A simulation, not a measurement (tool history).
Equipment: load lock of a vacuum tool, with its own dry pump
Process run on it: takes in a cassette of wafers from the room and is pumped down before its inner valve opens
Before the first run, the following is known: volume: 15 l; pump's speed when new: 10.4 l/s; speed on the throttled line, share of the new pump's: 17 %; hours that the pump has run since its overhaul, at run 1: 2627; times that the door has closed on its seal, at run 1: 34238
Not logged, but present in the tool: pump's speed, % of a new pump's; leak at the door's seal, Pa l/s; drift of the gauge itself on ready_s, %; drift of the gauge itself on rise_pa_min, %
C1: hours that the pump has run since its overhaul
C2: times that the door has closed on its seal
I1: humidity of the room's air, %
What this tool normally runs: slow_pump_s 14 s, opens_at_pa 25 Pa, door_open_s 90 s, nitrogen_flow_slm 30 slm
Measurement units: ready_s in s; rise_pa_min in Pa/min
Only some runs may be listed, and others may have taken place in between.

{"run": 1, "hour": 0.0, "slow_pump_s": 14, "opens_at_pa": 25, "door_open_s": 90, "nitrogen_flow_slm": 30, "C1": 2627, "C2": 34238, "I1": 45.1, "ready_s": 23.75, "rise_pa_min": 0.255}
{"run": 2, "hour": 115.8, "slow_pump_s": 14, "opens_at_pa": 25, "door_open_s": 90, "nitrogen_flow_slm": 30, "C1": 2743, "C2": 34723, "I1": 46.7, "ready_s": 23.97, "rise_pa_min": 0.25}
{"run": 3, "hour": 194.1, "slow_pump_s": 14, "opens_at_pa": 25, "door_open_s": 90, "nitrogen_flow_slm": 30, "C1": 2822, "C2": 35051, "I1": 45.8, "ready_s": 23.91, "rise_pa_min": 0.268}
{"run": 4, "hour": 321.3, "slow_pump_s": 14, "opens_at_pa": 25, "door_open_s": 90, "nitrogen_flow_slm": 30, "C1": 2949, "C2": 35584, "I1": 45.4, "ready_s": 24.02, "rise_pa_min": 0.264}
{"run": 5, "hour": 409.4, "slow_pump_s": 14, "opens_at_pa": 20, "door_open_s": 90, "nitrogen_flow_slm": 30, "C1": 3037, "C2": 35952, "I1": 48.6, "ready_s": 24.33, "rise_pa_min": 0.272}
{"run": 6, "hour": 520.4, "slow_pump_s": 14, "opens_at_pa": 20, "door_open_s": 90, "nitrogen_flow_slm": 30, "C1": 3148, "C2": 36417, "I1": 45.7, "ready_s": 24.17, "rise_pa_min": 0.274}
{"run": 7, "hour": 628.2, "slow_pump_s": 14, "opens_at_pa": 20, "door_open_s": 90, "nitrogen_flow_slm": 30, "C1": 3256, "C2": 36869, "I1": 46.0, "ready_s": 24.27, "rise_pa_min": 0.279}
{"run": 8, "hour": 715.2, "slow_pump_s": 14, "opens_at_pa": 20, "door_open_s": 90, "nitrogen_flow_slm": 30, "C1": 3343, "C2": 37233, "I1": 39.9, "ready_s": 24.31, "rise_pa_min": 0.271}
{"run": 9, "hour": 833.1, "slow_pump_s": 14, "opens_at_pa": 27, "door_open_s": 90, "nitrogen_flow_slm": 30, "C1": 3460, "C2": 37727, "I1": 40.3, "ready_s": 23.75, "rise_pa_min": 0.277}
{"run": 10, "hour": 923.1, "slow_pump_s": 14, "opens_at_pa": 25, "door_open_s": 38, "nitrogen_flow_slm": 30, "C1": 3551, "C2": 38104, "I1": 47.7, "ready_s": 23.98, "rise_pa_min": 0.259}
{"run": 11, "hour": 1003.7, "slow_pump_s": 14, "opens_at_pa": 25, "door_open_s": 38, "nitrogen_flow_slm": 30, "C1": 3631, "C2": 38441, "I1": 43.2, "ready_s": 23.96, "rise_pa_min": 0.258}
{"run": 12, "hour": 1123.8, "slow_pump_s": 14, "opens_at_pa": 25, "door_open_s": 90, "nitrogen_flow_slm": 30, "C1": 3751, "C2": 38944, "I1": 44.5, "ready_s": 23.96, "rise_pa_min": 0.298}
{"run": 13, "hour": 1225.9, "slow_pump_s": 14, "opens_at_pa": 25, "door_open_s": 90, "nitrogen_flow_slm": 7, "C1": 3853, "C2": 39371, "I1": 41.1, "ready_s": 23.92, "rise_pa_min": 0.344}
{"run": 14, "hour": 1331.9, "slow_pump_s": 14, "opens_at_pa": 25, "door_open_s": 90, "nitrogen_flow_slm": 30, "C1": 3959, "C2": 39815, "I1": 39.9, "ready_s": 23.97, "rise_pa_min": 0.3}
{"run": 15, "hour": 1396.0, "slow_pump_s": 14, "opens_at_pa": 25, "door_open_s": 73, "nitrogen_flow_slm": 30, "C1": 4023, "C2": 40083, "I1": 46.2, "ready_s": 23.98, "rise_pa_min": 0.297}
{"run": 16, "hour": 1495.5, "slow_pump_s": 14, "opens_at_pa": 25, "door_open_s": 73, "nitrogen_flow_slm": 30, "C1": 4123, "C2": 40500, "I1": 43.9, "ready_s": 23.85, "rise_pa_min": 0.305}
{"run": 17, "hour": 1591.1, "slow_pump_s": 14, "opens_at_pa": 25, "door_open_s": 73, "nitrogen_flow_slm": 30, "C1": 4218, "C2": 40900, "I1": 46.0, "ready_s": 23.91, "rise_pa_min": 0.306}
{"run": 18, "hour": 1697.0, "slow_pump_s": 14, "opens_at_pa": 25, "door_open_s": 73, "nitrogen_flow_slm": 30, "C1": 4324, "C2": 41344, "I1": 44.9, "ready_s": 23.77, "rise_pa_min": 0.303}
{"run": 19, "hour": 1800.3, "slow_pump_s": 13, "opens_at_pa": 25, "door_open_s": 90, "nitrogen_flow_slm": 30, "C1": 4428, "C2": 41777, "I1": 44.0, "ready_s": 23.18, "rise_pa_min": 0.316}
{"run": 20, "hour": 1862.1, "slow_pump_s": 13, "opens_at_pa": 25, "door_open_s": 90, "nitrogen_flow_slm": 30, "C1": 4490, "C2": 42035, "I1": 47.7, "ready_s": 23.05, "rise_pa_min": 0.328}
{"run": 21, "hour": 1987.3, "slow_pump_s": 13, "opens_at_pa": 25, "door_open_s": 90, "nitrogen_flow_slm": 30, "C1": 4615, "C2": 42559, "I1": 44.3, "ready_s": 23.22, "rise_pa_min": 0.327}
{"run": 22, "hour": 2107.7, "slow_pump_s": 11, "opens_at_pa": 25, "door_open_s": 90, "nitrogen_flow_slm": 10, "C1": 4735, "C2": 43063, "I1": 47.4, "ready_s": 21.57, "rise_pa_min": 0.377}
{"run": 23, "hour": 2179.6, "slow_pump_s": 11, "opens_at_pa": 23, "door_open_s": 90, "nitrogen_flow_slm": 4, "C1": 4807, "C2": 43364, "I1": 44.4, "ready_s": 21.57, "rise_pa_min": 0.402}
{"run": 24, "hour": 2282.1, "slow_pump_s": 22, "opens_at_pa": 25, "door_open_s": 30, "nitrogen_flow_slm": 30, "C1": 4910, "C2": 43794, "I1": 44.6, "ready_s": 30.66, "rise_pa_min": 0.313}
{"run": 25, "hour": 2356.0, "slow_pump_s": 20, "opens_at_pa": 48, "door_open_s": 41, "nitrogen_flow_slm": 21, "C1": 4983, "C2": 44103, "I1": 43.9, "ready_s": 28.0, "rise_pa_min": 0.324}
{"run": 26, "hour": 2428.5, "slow_pump_s": 14, "opens_at_pa": 25, "door_open_s": 76, "nitrogen_flow_slm": 12, "C1": 5056, "C2": 44407, "I1": 44.1, "ready_s": 24.0, "rise_pa_min": 0.366}
{"run": 27, "hour": 2491.3, "slow_pump_s": 8, "opens_at_pa": 25, "door_open_s": 76, "nitrogen_flow_slm": 23, "C1": 5119, "C2": 44670, "I1": 46.1, "ready_s": 19.08, "rise_pa_min": 0.352}
{"run": 28, "hour": 2565.1, "slow_pump_s": 8, "opens_at_pa": 25, "door_open_s": 76, "nitrogen_flow_slm": 23, "C1": 5192, "C2": 44979, "I1": 43.3, "ready_s": 19.09, "rise_pa_min": 0.352}
{"run": 29, "hour": 2654.5, "slow_pump_s": 8, "opens_at_pa": 30, "door_open_s": 89, "nitrogen_flow_slm": 10, "C1": 5282, "C2": 45353, "I1": 46.9, "ready_s": 18.76, "rise_pa_min": 0.405}
{"run": 30, "hour": 2729.5, "slow_pump_s": 14, "opens_at_pa": 43, "door_open_s": 231, "nitrogen_flow_slm": 30, "C1": 5357, "C2": 45667, "I1": 45.6, "ready_s": 23.22, "rise_pa_min": 0.411}
{"run": 31, "hour": 2818.7, "slow_pump_s": 14, "opens_at_pa": 25, "door_open_s": 90, "nitrogen_flow_slm": 7, "C1": 5446, "C2": 46041, "I1": 48.7, "ready_s": 24.06, "rise_pa_min": 0.438}
{"run": 32, "hour": 2877.6, "slow_pump_s": 14, "opens_at_pa": 25, "door_open_s": 90, "nitrogen_flow_slm": 7, "C1": 5505, "C2": 46287, "I1": 43.2, "ready_s": 24.01, "rise_pa_min": 0.42}
{"run": 33, "hour": 2998.5, "slow_pump_s": 22, "opens_at_pa": 25, "door_open_s": 90, "nitrogen_flow_slm": 30, "C1": 5626, "C2": 46793, "I1": 46.2, "ready_s": 30.67, "rise_pa_min": 0.372}
{"run": 34, "hour": 3108.6, "slow_pump_s": 22, "opens_at_pa": 25, "door_open_s": 90, "nitrogen_flow_slm": 30, "C1": 5736, "C2": 47254, "I1": 46.3, "ready_s": 30.74, "rise_pa_min": 0.368}
{"run": 35, "hour": 3166.2, "slow_pump_s": 16, "opens_at_pa": 39, "door_open_s": 90, "nitrogen_flow_slm": 30, "C1": 5794, "C2": 47496, "I1": 47.2, "ready_s": 24.91, "rise_pa_min": 0.39}
{"run": 36, "hour": 3239.6, "slow_pump_s": 25, "opens_at_pa": 18, "door_open_s": 90, "nitrogen_flow_slm": 42, "C1": 5867, "C2": 47803, "I1": 43.9, "ready_s": 33.66, "rise_pa_min": 0.375}

3 options for the next run, each taken on its own from the tool as it stands now. Forecast them:
{"run": "A", "hour": 3296.3, "slow_pump_s": 23, "opens_at_pa": 25, "door_open_s": 90, "nitrogen_flow_slm": 30, "C1": 5924, "C2": 48041, "I1": 43.7, "ready_s": "?", "rise_pa_min": "?"}
{"run": "B", "hour": 3296.3, "slow_pump_s": 25, "opens_at_pa": 19, "door_open_s": 90, "nitrogen_flow_slm": 30, "C1": 5924, "C2": 48041, "I1": 43.1, "ready_s": "?", "rise_pa_min": "?"}
{"run": "C", "hour": 3296.3, "slow_pump_s": 14, "opens_at_pa": 25, "door_open_s": 90, "nitrogen_flow_slm": 25, "C1": 5924, "C2": 48041, "I1": 48.2, "ready_s": "?", "rise_pa_min": "?"}

run=A ready_s=31.55 rise_pa_min=0.383
run=B ready_s=33.62 rise_pa_min=0.377
run=C ready_s=23.96 rise_pa_min=0.407
With no hidden state in the tool, these same runs would have given:
run=A ready_s=31.23 rise_pa_min=0.059
run=B ready_s=33.30 rise_pa_min=0.057
run=C ready_s=23.58 rise_pa_min=0.079
